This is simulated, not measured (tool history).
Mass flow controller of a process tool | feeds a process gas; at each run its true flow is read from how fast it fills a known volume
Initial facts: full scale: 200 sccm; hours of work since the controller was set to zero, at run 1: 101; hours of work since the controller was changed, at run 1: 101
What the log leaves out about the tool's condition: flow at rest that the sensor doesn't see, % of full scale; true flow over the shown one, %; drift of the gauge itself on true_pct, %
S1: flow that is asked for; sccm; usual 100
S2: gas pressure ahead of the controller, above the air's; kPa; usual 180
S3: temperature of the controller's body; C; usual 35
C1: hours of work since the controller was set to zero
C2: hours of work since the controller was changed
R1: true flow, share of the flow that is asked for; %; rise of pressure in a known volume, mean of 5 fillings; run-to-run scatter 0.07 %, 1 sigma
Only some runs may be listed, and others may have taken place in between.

run	hour	S1	S2	S3	C1	C2	R1
1	0	100	180	35	101	101	98.5
2	120.6	100	180	21	156	156	99.77
3	206.4	100	180	21	195	195	99.85
4	321.5	102	180	35	248	248	98.53
5	421.1	102	180	35	294	294	98.5
6	573.3	100	180	35	364	364	98.61
7	699.5	100	180	35	422	422	98.45
8	815.6	100	180	35	475	475	98.64
9	968.7	100	180	35	545	545	98.55
10	1158.9	100	180	35	632	632	98.67
11	1314.8	100	180	35	704	704	98.66
12	1426.1	100	180	35	755	755	98.53
13	1603.3	100	180	35	836	836	98.67
14	1763.4	100	180	35	909	909	98.69
15	1971.2	100	180	24	1005	1005	99.95
16	2136.2	100	180	25	1080	1080	99.69
17	2252.8	100	180	25	1134	1134	99.61
18	2440	100	232	35	1220	1220	99.24
19	2646.7	100	232	35	1315	1315	99.23
20	2855.9	100	232	35	1410	1410	99.33
21	3040.2	100	232	35	1495	1495	99.36
22	3166.3	100	232	35	1553	1553	99.16
23	3329.9	100	232	35	1628	1628	99.37
24	3540.2	141	232	35	1724	1724	99.67
25	3745.3	101	141	21	1818	1818	100.26
26	3951.8	33	180	36	1913	1913	98.7
27	4039.5	33	180	36	1953	1953	98.69
28	4134.3	77	229	24	1997	1997	100.44
29	4272.8	77	229	39	2060	2060	99.02
# hour 4391.3: gauge calibrated
30	4393.7	100	166	35	2116	2116	98.31
31	4526.7	21	168	35	2177	2177	98.07
32	4733.5	100	165	36	2271	2271	98.11
33	4855	100	236	23	2327	2327	99.94
34	5038.3	100	236	22	2411	2411	100.37

Forecast each of these 4 alternatives for the next run:
A	5131	43	277	26	2454	2454	?
B	5131	100	171	35	2454	2454	?
C	5131	126	230	37	2454	2454	?
D	5131	100	235	29	2454	2454	?

run	R1
A	99.91
B	98.61
C	98.81
D	99.64
Without the tool's unlogged condition, the same runs would have read:
run	R1
A	99.78
B	98.48
C	98.69
D	99.52

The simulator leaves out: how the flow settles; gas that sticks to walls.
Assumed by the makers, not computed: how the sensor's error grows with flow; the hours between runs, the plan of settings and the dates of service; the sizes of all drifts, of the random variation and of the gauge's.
